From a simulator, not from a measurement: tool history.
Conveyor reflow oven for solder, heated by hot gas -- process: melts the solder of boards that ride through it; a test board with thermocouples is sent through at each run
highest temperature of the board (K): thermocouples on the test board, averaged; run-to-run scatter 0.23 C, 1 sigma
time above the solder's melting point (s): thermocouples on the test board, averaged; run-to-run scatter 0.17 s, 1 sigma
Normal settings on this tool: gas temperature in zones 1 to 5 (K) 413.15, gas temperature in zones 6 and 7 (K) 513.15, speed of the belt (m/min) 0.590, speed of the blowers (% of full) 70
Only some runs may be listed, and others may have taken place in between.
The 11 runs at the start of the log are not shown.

| run | hour | gas temperature in zones 1 to 5 (K) | gas temperature in zones 6 and 7 (K) | speed of the belt (m/min) | speed of the blowers (% of full) | highest temperature of the board (K) | time above the solder's melting point (s) |
|---|---|---|---|---|---|---|---|
| 12 | 289.0 | 413.15 | 513.15 | 0.590 | 70 | 495.45 | 65.7 |
| 13 | 313.1 | 413.15 | 513.15 | 0.590 | 55 | 491.65 | 61.9 |
| 14 | 329.1 | 413.15 | 513.15 | 0.590 | 55 | 491.65 | 62.0 |
| 15 | 357.7 | 413.15 | 513.15 | 0.590 | 55 | 491.45 | 62.0 |
| 16 | 376.1 | 412.15 | 513.15 | 0.590 | 70 | 494.85 | 65.1 |
| 17 | 389.6 | 423.15 | 514.15 | 0.590 | 77 | 499.15 | 72.1 |
| 18 | 407.6 | 407.15 | 513.15 | 0.590 | 51 | 488.55 | 56.6 |
| 19 | 437.7 | 413.15 | 519.15 | 0.590 | 50 | 494.45 | 64.1 |
|  | 454.5 | flux residue cleaned out of gas plates and filters |
| 20 | 471.7 | 413.15 | 513.15 | 0.532 | 55 | 495.85 | 73.2 |
| 21 | 491.0 | 413.15 | 513.15 | 0.532 | 55 | 495.65 | 73.0 |
| 22 | 509.8 | 413.15 | 509.15 | 0.590 | 81 | 494.95 | 65.8 |
| 23 | 523.8 | 410.15 | 515.15 | 0.569 | 78 | 500.05 | 70.5 |
| 24 | 553.6 | 413.15 | 513.15 | 0.558 | 66 | 497.05 | 70.8 |
| 25 | 574.2 | 413.15 | 527.15 | 0.601 | 59 | 504.35 | 70.3 |
| 26 | 603.6 | 413.15 | 513.15 | 0.590 | 55 | 491.85 | 62.4 |
| 27 | 635.0 | 413.15 | 513.15 | 0.590 | 55 | 491.95 | 62.1 |
| 28 | 651.2 | 418.15 | 508.15 | 0.503 | 70 | 496.25 | 81.3 |
| 29 | 671.4 | 417.15 | 508.15 | 0.501 | 67 | 495.35 | 80.8 |
| 30 | 701.1 | 417.15 | 508.15 | 0.501 | 67 | 495.65 | 80.6 |
| 31 | 714.8 | 413.15 | 513.15 | 0.590 | 52 | 490.75 | 60.9 |
| 32 | 739.9 | 405.15 | 505.15 | 0.476 | 84 | 495.15 | 80.7 |

Predict each of these 3 candidate next runs independently; none follows another, all start after run 32:
| A | 754.0 | 410.15 | 506.15 | 0.632 | 70 | ? | ? |
| B | 754.0 | 401.15 | 522.15 | 0.690 | 70 | ? | ? |
| C | 754.0 | 426.15 | 522.15 | 0.593 | 84 | ? | ? |

| run | highest temperature of the board (K) | time above the solder's melting point (s) |
|---|---|---|
| A | 486.15 | 53.1 |
| B | 494.85 | 51.3 |
| C | 507.75 | 77.7 |
With the hidden condition removed and each run's random variation left untouched, the same runs would have given:
| run | highest temperature of the board (K) | time above the solder's melting point (s) |
|---|---|---|
| A | 487.75 | 54.2 |
| B | 496.65 | 52.2 |
| C | 509.35 | 77.8 |
